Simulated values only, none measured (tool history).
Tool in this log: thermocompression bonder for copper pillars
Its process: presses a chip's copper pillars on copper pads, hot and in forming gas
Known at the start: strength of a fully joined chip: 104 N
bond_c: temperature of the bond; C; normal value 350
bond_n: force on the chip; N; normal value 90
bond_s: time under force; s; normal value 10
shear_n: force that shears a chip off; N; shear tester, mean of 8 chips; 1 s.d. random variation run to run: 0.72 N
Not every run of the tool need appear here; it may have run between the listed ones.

| run | hour | bond_c | bond_n | bond_s | shear_n |
|---|---|---|---|---|---|
| 1 | 0.0 | 350 | 90 | 10 | 50.2 |
| 2 | 13.3 | 350 | 90 | 10 | 51.7 |
| 3 | 29.0 | 350 | 90 | 10 | 50.7 |
| 4 | 43.7 | 350 | 92 | 10 | 50.0 |
| 5 | 60.6 | 350 | 90 | 10 | 50.3 |
| 6 | 74.5 | 350 | 90 | 10 | 50.4 |
| 7 | 84.6 | 350 | 90 | 5 | 37.7 |
| 8 | 94.6 | 350 | 90 | 5 | 37.2 |
| 9 | 112.5 | 374 | 116 | 9 | 65.8 |
| 10 | 125.7 | 334 | 75 | 17 | 44.7 |
| 11 | 136.3 | 334 | 75 | 17 | 44.4 |
| 12 | 147.5 | 379 | 90 | 5 | 48.3 |

Below are 5 alternative next runs, each starting from the tool's condition after run 12. Predict each:
| A | 159.9 | 339 | 126 | 10 | ? |
| B | 159.9 | 350 | 58 | 10 | ? |
| C | 159.9 | 361 | 61 | 13 | ? |
| D | 159.9 | 336 | 76 | 17 | ? |
| E | 159.9 | 379 | 90 | 23 | ? |

| run | shear_n |
|---|---|
| A | 51.8 |
| B | 34.8 |
| C | 45.2 |
| D | 44.3 |
| E | 73.7 |
Without the tool's hidden state the same runs would have given:
| run | shear_n |
|---|---|
| A | 56.8 |
| B | 38.1 |
| C | 49.4 |
| D | 48.5 |
| E | 81.1 |
